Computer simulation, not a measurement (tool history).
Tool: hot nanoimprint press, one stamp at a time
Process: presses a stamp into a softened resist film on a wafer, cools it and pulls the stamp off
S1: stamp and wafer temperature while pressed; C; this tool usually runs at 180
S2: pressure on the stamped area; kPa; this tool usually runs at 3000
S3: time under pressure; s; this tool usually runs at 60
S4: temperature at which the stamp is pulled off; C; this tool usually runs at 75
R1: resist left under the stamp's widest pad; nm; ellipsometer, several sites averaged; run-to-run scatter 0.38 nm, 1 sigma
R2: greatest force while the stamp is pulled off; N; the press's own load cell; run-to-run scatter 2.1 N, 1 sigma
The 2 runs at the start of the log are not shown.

run     day   S1    S2  S3  S4     R1   R2
      5.371  -- plate thermocouple calibrated
  3   5.692  180  3010  60  75  167.3  112
  4   7.279  180  3000  60  75  168.9  112
  5   8.683  180  3000  60  75  168.8  122
  6  10.692  180  3000  60  75  168.0  131
  7  13.383  180  3000  60  75  168.2  138
     13.883  -- stamp cleaned and given a new release coat
  8  16.658  180  3000  60  63  167.3  137
  9  19.525  180  3000  60  63  166.8  147
 10  21.233  180  3000  60  63  166.0  159
 11  23.108  180  3000  60  75  166.1  125
 12  25.025  180  3000  60  75  165.5  130
     27.354  -- stamp cleaned and given a new release coat
 13  28.092  180  3000  60  75  165.6   95
 14  30.171  172  3000  60  75  221.3  107
 15  32.546  172  3000  60  75  219.4  109
 16  35.258  172  3000  60  75  219.6  119
 17  38.162  172  3000  60  75  218.6  124
     38.538  -- plate thermocouple calibrated
 18  40.321  172  3000  60  75  226.8  141
     40.950  -- stamp cleaned and given a new release coat
     42.346  -- press's hydraulic seals changed and the load cell set to zero
 19  42.588  172  3000  60  75  222.4   98
 20  45.567  189  3000  36  75  144.5  111
 21  47.742  189  3000  36  75  144.0  118
 22  49.908  189  3000  36  75  144.4  123
 23  52.404  189  3000  36  75  142.9  133
 24  53.838  192  3000  60  75  107.9  136
     54.629  -- stamp cleaned and given a new release coat
 25  56.846  192  3070  60  66  106.4  119
 26  59.254  180  3000  82  69  149.1  126

Estimate the outcome of run 27 from the log above:
 27  61.371  180  3000  81  75   ?   ?

Run 27 gave R1 148.7 nm, R2 119 N.
With no hidden state in the tool, this same run would have given R1 151.2 nm, R2 97 N.
